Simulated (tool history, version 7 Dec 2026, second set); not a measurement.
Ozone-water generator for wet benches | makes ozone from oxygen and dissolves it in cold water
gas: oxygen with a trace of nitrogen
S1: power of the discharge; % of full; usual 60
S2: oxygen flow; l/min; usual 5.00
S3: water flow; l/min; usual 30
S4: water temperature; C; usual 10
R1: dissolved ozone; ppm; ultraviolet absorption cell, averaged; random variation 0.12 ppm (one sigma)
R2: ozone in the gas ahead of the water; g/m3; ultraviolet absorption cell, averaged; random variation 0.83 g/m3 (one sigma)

Run 1, day 0.000: usual settings. Result: R1 10.6 ppm, R2 126.2 g/m3.
Run 2, day 2.833: usual settings. Result: R1 10.9 ppm, R2 125.1 g/m3.
Run 3, day 9.362: usual settings. Result: R1 10.7 ppm, R2 124.8 g/m3.
Run 4, day 14.442: usual settings. Result: R1 10.8 ppm, R2 125.9 g/m3.
Run 5, day 17.404: usual settings. Result: R1 10.7 ppm, R2 124.0 g/m3.
At day 17.883: water thermometer calibrated.
Run 6, day 23.246: usual settings but S1 64 % of full. Result: R1 11.3 ppm, R2 130.1 g/m3.
Run 7, day 26.608: usual settings but S1 74 % of full. Result: R1 12.6 ppm, R2 147.0 g/m3.
At day 28.908: water thermometer calibrated, once more.
Run 8, day 32.733: usual settings but S1 74 % of full. Result: R1 12.6 ppm, R2 147.5 g/m3.
Run 9, day 38.496: usual settings but S1 79 % of full, S3 20 l/min. Result: R1 19.7 ppm, R2 153.5 g/m3.
Run 10, day 43.142: usual settings but S1 57 % of full, S2 4.83 l/min, S3 23 l/min, S4 5 C. Result: R1 13.9 ppm, R2 120.6 g/m3.
Run 11, day 46.792: usual settings but S1 57 % of full, S2 4.83 l/min, S3 40 l/min, S4 8 C. Result: R1 7.4 ppm, R2 121.2 g/m3.
Run 12, day 51.404: usual settings but S1 82 % of full, S2 2.59 l/min, S4 14 C. Result: R1 9.7 ppm, R2 192.1 g/m3.
Run 13, day 56.371: usual settings but S1 82 % of full, S2 2.59 l/min, S3 37 l/min, S4 11 C. Result: R1 7.6 ppm, R2 192.3 g/m3.
Run 14, day 60.842: usual settings but S1 46 % of full, S2 2.59 l/min, S3 37 l/min. Result: R1 5.0 ppm, R2 121.8 g/m3.
Run 15, day 67.125: usual settings but S1 66 % of full, S2 4.27 l/min, S3 23 l/min, S4 6 C. Result: R1 14.4 ppm, R2 138.1 g/m3.
Run 16, day 73.029: usual settings but S3 41 l/min, S4 13 C. Result: R1 7.4 ppm, R2 123.6 g/m3.

Forecast each of these 3 alternatives for the next run:
Run A, day 78.758: usual settings but S1 82 % of full, S3 23 l/min, S4 13 C. Result: R1 ?, R2 ?.
Run B, day 78.758: usual settings but S1 82 % of full, S3 41 l/min, S4 13 C. Result: R1 ?, R2 ?.
Run C, day 78.758: usual settings but S3 41 l/min, S4 5 C. Result: R1 ?, R2 ?.

run    R1     R2
  A  16.8  157.5
  B   9.2  156.0
  C   7.5  123.3
Without the tool's hidden state the same runs would have given:
run    R1     R2
  A  18.9  172.8
  B  10.5  171.2
  C   8.3  132.6

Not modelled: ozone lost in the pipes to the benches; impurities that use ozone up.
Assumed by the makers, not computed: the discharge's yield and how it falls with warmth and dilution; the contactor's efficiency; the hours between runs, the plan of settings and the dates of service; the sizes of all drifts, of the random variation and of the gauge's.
